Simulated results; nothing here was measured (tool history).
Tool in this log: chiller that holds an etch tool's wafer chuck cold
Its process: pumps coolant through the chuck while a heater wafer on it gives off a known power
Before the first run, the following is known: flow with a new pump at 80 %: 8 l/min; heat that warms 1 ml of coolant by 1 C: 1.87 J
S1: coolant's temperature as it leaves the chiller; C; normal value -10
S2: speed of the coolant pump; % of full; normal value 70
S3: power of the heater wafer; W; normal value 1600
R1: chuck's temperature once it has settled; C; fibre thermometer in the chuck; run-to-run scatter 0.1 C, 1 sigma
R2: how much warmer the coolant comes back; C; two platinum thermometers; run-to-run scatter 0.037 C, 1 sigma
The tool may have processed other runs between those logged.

run	day	S1	S2	S3	R1	R2
1	0	-10	70	1600	4.6	7.84
2	2.479	-10	70	1600	4.9	7.87
3	4.821	-10	70	1600	5	7.83
4	6.796	-1	70	1600	14	7.89
5	8.912	-4	70	1600	11	7.83
6	10.246	-4	70	1600	11	7.8
7	12.458	-4	70	1600	10.9	7.9
8	14.092	-4	70	1600	11.2	7.92
9	16.308	-10	70	1600	5.3	7.96
10	18.454	-10	70	1779	6.8	8.8
11	19.571	-10	70	1779	6.8	8.85
12	21.812	-10	70	1088	0.5	5.35
13	23.296	-10	70	1088	0.4	5.43
14	25.258	-10	70	1088	0.4	5.45
# day 25.7: coolant pump overhauled
15	27.821	-10	70	1088	0.8	5.55
16	29.446	-10	76	1116	0.4	5.26
17	31.704	-10	76	1116	0.5	5.19
18	32.712	-13	76	844	-5.1	3.93
19	34.158	-12	70	1410	1.9	7.2
20	35.817	-10	81	1757	5.2	7.57
21	37.667	-15	81	1757	0.5	7.68
# day 40.171: coolant pump overhauled, once more
22	40.267	-15	81	1757	-0.5	7.08
23	41.454	-10	62	1185	2.4	6.43
24	43.033	-11	92	1600	0.8	5.6
25	44.546	-11	62	801	-2.5	4.31
26	46.746	-2	62	1600	14.6	8.68
27	48.567	-2	62	1600	14.3	8.65

Below are 3 alternative next runs, each starting from the tool's condition after run 27. Predict each:
A	50.654	-20	62	1876	?	?
B	50.654	-2	62	1779	?	?
C	50.654	-2	92	1600	?	?

run	R1	R2
A	-0.9	10.09
B	16.1	9.49
C	10	5.56
The same runs, with their run-to-run variation unchanged, on a tool lacking any hidden condition would have given:
run	R1	R2
A	-2.4	9.98
B	14.7	9.38
C	8.9	5.5
